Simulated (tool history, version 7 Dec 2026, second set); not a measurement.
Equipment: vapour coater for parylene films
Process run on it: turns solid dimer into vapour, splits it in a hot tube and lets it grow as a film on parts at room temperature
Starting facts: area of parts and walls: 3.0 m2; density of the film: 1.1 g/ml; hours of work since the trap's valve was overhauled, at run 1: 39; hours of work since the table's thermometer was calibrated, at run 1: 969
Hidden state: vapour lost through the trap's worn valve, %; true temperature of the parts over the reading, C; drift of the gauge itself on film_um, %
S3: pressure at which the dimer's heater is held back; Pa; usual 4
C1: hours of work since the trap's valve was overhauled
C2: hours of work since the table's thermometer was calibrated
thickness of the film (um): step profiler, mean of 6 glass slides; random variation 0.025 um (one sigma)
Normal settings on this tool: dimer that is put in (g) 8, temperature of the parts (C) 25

Run 1, hour 0: usual settings; C1 39; C2 969. Result: thickness of the film (um) 1.85.
Run 2, hour 35: usual settings; C1 63; C2 992. Result: thickness of the film (um) 1.86.
Run 3, hour 62.8: usual settings; C1 81; C2 1011. Result: thickness of the film (um) 1.87.
Run 4, hour 100.6: usual settings but temperature of the parts (C) 22; C1 107; C2 1037. Result: thickness of the film (um) 1.99.
Run 5, hour 126.9: usual settings but temperature of the parts (C) 22; C1 124; C2 1054. Result: thickness of the film (um) 1.96.
Run 6, hour 159.8: usual settings but temperature of the parts (C) 22; C1 147; C2 1076. Result: thickness of the film (um) 1.93.
Run 7, hour 185.4: usual settings but temperature of the parts (C) 22; C1 164; C2 1094. Result: thickness of the film (um) 1.97.
Run 8, hour 231.4: usual settings but dimer that is put in (g) 4; C1 195; C2 1125. Result: thickness of the film (um) 0.93.
Run 9, hour 264.3: usual settings but dimer that is put in (g) 4; C1 217; C2 1147. Result: thickness of the film (um) 0.95.
Run 10, hour 296: usual settings but dimer that is put in (g) 4; C1 238; C2 1168. Result: thickness of the film (um) 0.96.
At hour 326.4: trap's valve overhauled.
Run 11, hour 330: usual settings but dimer that is put in (g) 4; C1 2; C2 1188. Result: thickness of the film (um) 0.98.
Run 12, hour 352.8: usual settings but dimer that is put in (g) 4; C1 18; C2 1204. Result: thickness of the film (um) 0.94.
Run 13, hour 378.1: usual settings but dimer that is put in (g) 13, temperature of the parts (C) 34, S3 2.46 Pa; C1 35; C2 1221. Result: thickness of the film (um) 2.98.
Run 14, hour 407.7: usual settings but temperature of the parts (C) 34, S3 6.48 Pa; C1 55; C2 1241. Result: thickness of the film (um) 1.48.
Run 15, hour 448: usual settings but dimer that is put in (g) 6; C1 82; C2 1268. Result: thickness of the film (um) 1.37.
Run 16, hour 477.5: usual settings but dimer that is put in (g) 4, temperature of the parts (C) 19, S3 11.27 Pa; C1 102; C2 1288. Result: thickness of the film (um) 0.79.
At hour 490.2: table's thermometer calibrated.
Run 17, hour 513.5: usual settings but dimer that is put in (g) 4, temperature of the parts (C) 17, S3 6.14 Pa; C1 125; C2 16. Result: thickness of the film (um) 0.97.
Run 18, hour 554.2: usual settings but dimer that is put in (g) 4, temperature of the parts (C) 17, S3 6.14 Pa; C1 153; C2 43. Result: thickness of the film (um) 0.96.
Run 19, hour 587.5: usual settings but dimer that is put in (g) 12, temperature of the parts (C) 19, S3 3.4 Pa; C1 175; C2 66. Result: thickness of the film (um) 3.23.
Run 20, hour 615.3: usual settings but dimer that is put in (g) 4, temperature of the parts (C) 19, S3 3.4 Pa; C1 194; C2 84. Result: thickness of the film (um) 1.05.
Run 21, hour 659.2: usual settings but temperature of the parts (C) 18, S3 3.4 Pa; C1 223; C2 114. Result: thickness of the film (um) 2.18.
Run 22, hour 703.7: usual settings but dimer that is put in (g) 4, S3 6.13 Pa; C1 253; C2 144. Result: thickness of the film (um) 0.83.

Each row is a separate what-if for the run after 22, all from the same tool condition, not one after another. Results?
At hour 712.3: trap's valve overhauled.
Run A, hour 759.5: usual settings but dimer that is put in (g) 4, temperature of the parts (C) 19, S3 6.13 Pa; C1 32; C2 179. Result: thickness of the film (um) ?.
At hour 712.3: trap's valve overhauled.
Run B, hour 759.5: usual settings but dimer that is put in (g) 11, temperature of the parts (C) 19, S3 2.66 Pa; C1 32; C2 179. Result: thickness of the film (um) ?.
At hour 712.3: trap's valve overhauled.
Run C, hour 759.5: usual settings but temperature of the parts (C) 24; C1 32; C2 179. Result: thickness of the film (um) ?.
At hour 712.3: trap's valve overhauled.
Run D, hour 759.5: usual settings but dimer that is put in (g) 5, temperature of the parts (C) 32, S3 3.56 Pa; C1 32; C2 179. Result: thickness of the film (um) ?.
At hour 712.3: trap's valve overhauled.
Run E, hour 759.5: usual settings but dimer that is put in (g) 4, temperature of the parts (C) 37, S3 7.92 Pa; C1 32; C2 179. Result: thickness of the film (um) ?.

run  thickness of the film (um)
  A                        0.98
  B                        3.12
  C                        1.85
  D                        1.08
  E                        0.65
Stripped of hidden state, with their random variation kept, the same runs would have yielded:
run  thickness of the film (um)
  A                        0.98
  B                        3.12
  C                        1.85
  D                        1.08
  E                        0.66

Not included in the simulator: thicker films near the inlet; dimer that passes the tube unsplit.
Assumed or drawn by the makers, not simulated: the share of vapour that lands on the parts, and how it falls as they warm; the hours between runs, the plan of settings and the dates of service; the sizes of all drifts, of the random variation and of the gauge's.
